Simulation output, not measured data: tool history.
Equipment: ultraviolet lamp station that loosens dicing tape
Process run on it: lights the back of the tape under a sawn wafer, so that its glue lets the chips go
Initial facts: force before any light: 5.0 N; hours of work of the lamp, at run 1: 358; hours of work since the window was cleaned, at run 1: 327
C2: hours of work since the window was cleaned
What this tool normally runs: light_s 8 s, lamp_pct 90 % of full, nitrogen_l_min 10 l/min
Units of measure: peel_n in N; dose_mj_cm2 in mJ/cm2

Run 1, day 0: usual settings; hours of work of the lamp 358; C2 327. Result: peel_n 0.396 N, dose_mj_cm2 247 mJ/cm2.
Run 2, day 0.279: usual settings; hours of work of the lamp 363; C2 332. Result: peel_n 0.412 N, dose_mj_cm2 242 mJ/cm2.
Run 3, day 0.825: usual settings; hours of work of the lamp 373; C2 342. Result: peel_n 0.433 N, dose_mj_cm2 249 mJ/cm2.
At day 1.367: window cleaned of glue's vapour.
Run 4, day 1.429: usual settings but lamp_pct 73 % of full; hours of work of the lamp 383; C2 1. Result: peel_n 0.746 N, dose_mj_cm2 184 mJ/cm2.
Run 5, day 1.771: usual settings but lamp_pct 73 % of full; hours of work of the lamp 389; C2 7. Result: peel_n 0.77 N, dose_mj_cm2 180 mJ/cm2.
Run 6, day 2.321: usual settings but light_s 5 s; hours of work of the lamp 399; C2 17. Result: peel_n 1.186 N, dose_mj_cm2 136 mJ/cm2.
Run 7, day 2.771: usual settings but lamp_pct 64 % of full; hours of work of the lamp 407; C2 25. Result: peel_n 0.995 N, dose_mj_cm2 153 mJ/cm2.
Run 8, day 3.038: usual settings but light_s 6 s; hours of work of the lamp 412; C2 30. Result: peel_n 0.906 N, dose_mj_cm2 162 mJ/cm2.
Run 9, day 3.425: usual settings; hours of work of the lamp 419; C2 37. Result: peel_n 0.555 N, dose_mj_cm2 215 mJ/cm2.
Run 10, day 3.854: usual settings but lamp_pct 85 % of full; hours of work of the lamp 427; C2 44. Result: peel_n 0.617 N, dose_mj_cm2 206 mJ/cm2.
At day 4.058: window cleaned of glue's vapour, once more.
Run 11, day 4.2: usual settings but lamp_pct 85 % of full; hours of work of the lamp 432; C2 2. Result: peel_n 0.366 N, dose_mj_cm2 264 mJ/cm2.
Run 12, day 4.5: usual settings but lamp_pct 85 % of full; hours of work of the lamp 438; C2 8. Result: peel_n 0.357 N, dose_mj_cm2 260 mJ/cm2.
Run 13, day 5.038: usual settings but lamp_pct 85 % of full; hours of work of the lamp 447; C2 18. Result: peel_n 0.367 N, dose_mj_cm2 261 mJ/cm2.
Run 14, day 5.333: usual settings but lamp_pct 85 % of full; hours of work of the lamp 453; C2 23. Result: peel_n 0.368 N, dose_mj_cm2 263 mJ/cm2.
Run 15, day 5.717: usual settings but lamp_pct 85 % of full; hours of work of the lamp 460; C2 30. Result: peel_n 0.377 N, dose_mj_cm2 256 mJ/cm2.
Run 16, day 6.05: usual settings but lamp_pct 85 % of full; hours of work of the lamp 465; C2 36. Result: peel_n 0.372 N, dose_mj_cm2 255 mJ/cm2.
Run 17, day 6.55: usual settings but nitrogen_l_min 4 l/min; hours of work of the lamp 474; C2 45. Result: peel_n 0.577 N, dose_mj_cm2 269 mJ/cm2.
Run 18, day 7.021: usual settings but nitrogen_l_min 4 l/min; hours of work of the lamp 483; C2 53. Result: peel_n 0.602 N, dose_mj_cm2 270 mJ/cm2.
Run 19, day 7.588: usual settings but lamp_pct 70 % of full, nitrogen_l_min 4 l/min; hours of work of the lamp 493; C2 63. Result: peel_n 0.923 N, dose_mj_cm2 208 mJ/cm2.
Run 20, day 8.167: usual settings; hours of work of the lamp 503; C2 73. Result: peel_n 0.352 N, dose_mj_cm2 267 mJ/cm2.
Run 21, day 8.721: usual settings; hours of work of the lamp 513; C2 83. Result: peel_n 0.357 N, dose_mj_cm2 261 mJ/cm2.
Run 22, day 9.142: usual settings; hours of work of the lamp 521; C2 91. Result: peel_n 0.372 N, dose_mj_cm2 256 mJ/cm2.
Run 23, day 9.604: usual settings but light_s 5 s, lamp_pct 95 % of full, nitrogen_l_min 6 l/min; hours of work of the lamp 529; C2 99. Result: peel_n 1.053 N, dose_mj_cm2 168 mJ/cm2.
Run 24, day 10: usual settings but nitrogen_l_min 9 l/min; hours of work of the lamp 536; C2 106. Result: peel_n 0.399 N, dose_mj_cm2 257 mJ/cm2.
Run 25, day 10.583: usual settings but light_s 12 s, lamp_pct 83 % of full, nitrogen_l_min 6 l/min; hours of work of the lamp 547; C2 117. Result: peel_n 0.248 N, dose_mj_cm2 351 mJ/cm2.
Run 26, day 11.008: usual settings but lamp_pct 83 % of full, nitrogen_l_min 20 l/min; hours of work of the lamp 554; C2 124. Result: peel_n 0.351 N, dose_mj_cm2 236 mJ/cm2.
Run 27, day 11.421: usual settings but lamp_pct 83 % of full, nitrogen_l_min 20 l/min; hours of work of the lamp 562; C2 132. Result: peel_n 0.354 N, dose_mj_cm2 231 mJ/cm2.
Run 28, day 11.833: usual settings but light_s 13 s, lamp_pct 69 % of full, nitrogen_l_min 20 l/min; hours of work of the lamp 569; C2 139. Result: peel_n 0.176 N, dose_mj_cm2 311 mJ/cm2.
Run 29, day 12.325: usual settings but light_s 13 s, nitrogen_l_min 17 l/min; hours of work of the lamp 578; C2 148. Result: peel_n 0.12 N, dose_mj_cm2 403 mJ/cm2.
Run 30, day 12.688: usual settings but light_s 13 s, nitrogen_l_min 17 l/min; hours of work of the lamp 584; C2 154. Result: peel_n 0.128 N, dose_mj_cm2 400 mJ/cm2.
Run 31, day 13.05: usual settings but light_s 6 s, lamp_pct 63 % of full, nitrogen_l_min 17 l/min; hours of work of the lamp 591; C2 161. Result: peel_n 1.068 N, dose_mj_cm2 125 mJ/cm2.
Run 32, day 13.342: usual settings but light_s 6 s, lamp_pct 89 % of full, nitrogen_l_min 17 l/min; hours of work of the lamp 596; C2 166. Result: peel_n 0.629 N, dose_mj_cm2 182 mJ/cm2.
Run 33, day 13.625: usual settings but light_s 6 s, lamp_pct 89 % of full, nitrogen_l_min 17 l/min; hours of work of the lamp 601; C2 171. Result: peel_n 0.612 N, dose_mj_cm2 179 mJ/cm2.
Run 34, day 13.908: usual settings but light_s 6 s, lamp_pct 89 % of full, nitrogen_l_min 17 l/min; hours of work of the lamp 606; C2 176. Result: peel_n 0.608 N, dose_mj_cm2 180 mJ/cm2.
Run 35, day 14.354: usual settings but lamp_pct 68 % of full, nitrogen_l_min 4 l/min; hours of work of the lamp 614; C2 184. Result: peel_n 1.152 N, dose_mj_cm2 180 mJ/cm2.
Run 36, day 14.904: usual settings but nitrogen_l_min 4 l/min; hours of work of the lamp 624; C2 194. Result: peel_n 0.737 N, dose_mj_cm2 237 mJ/cm2.
Run 37, day 15.246: usual settings but lamp_pct 78 % of full, nitrogen_l_min 4 l/min; hours of work of the lamp 630; C2 200. Result: peel_n 0.946 N, dose_mj_cm2 207 mJ/cm2.
Run 38, day 15.771: usual settings but light_s 5 s, lamp_pct 72 % of full, nitrogen_l_min 3 l/min; hours of work of the lamp 639; C2 210. Result: peel_n 2.056 N, dose_mj_cm2 118 mJ/cm2.
Run 39, day 16.129: usual settings but light_s 6 s, lamp_pct 72 % of full, nitrogen_l_min 3 l/min; hours of work of the lamp 646; C2 216. Result: peel_n 1.733 N, dose_mj_cm2 141 mJ/cm2.
Run 40, day 16.583: usual settings but light_s 6 s, lamp_pct 72 % of full, nitrogen_l_min 8 l/min; hours of work of the lamp 654; C2 224. Result: peel_n 1.269 N, dose_mj_cm2 142 mJ/cm2.
Run 41, day 16.904: usual settings but light_s 6 s, lamp_pct 72 % of full, nitrogen_l_min 8 l/min; hours of work of the lamp 660; C2 230. Result: peel_n 1.262 N, dose_mj_cm2 136 mJ/cm2.

Take each entry between the runs: how does the hidden state at the last listed run before it differ from the hidden state at the first listed run after it?
After run 3, before run 4: window cleaned of glue's vapour (day 1.367)
  lamp's light, % of a new lamp's: 87.9 -> 87.6; light that the window lets through, % of a clean one's: 85.5 -> 78.2
  what was measured, less what the result would be without the hidden state, peel_n: +0.199 -> +0.4 N; dose_mj_cm2: -81 -> -84 mJ/cm2
After run 10, before run 11: window cleaned of glue's vapour, once more (day 4.058)
  lamp's light, % of a new lamp's: 86.3 -> 86.1; light that the window lets through, % of a clean one's: 76.3 -> 99.5
  what was measured, less what the result would be without the hidden state, peel_n: +0.361 -> +0.105 N; dose_mj_cm2: -105 -> -44 mJ/cm2
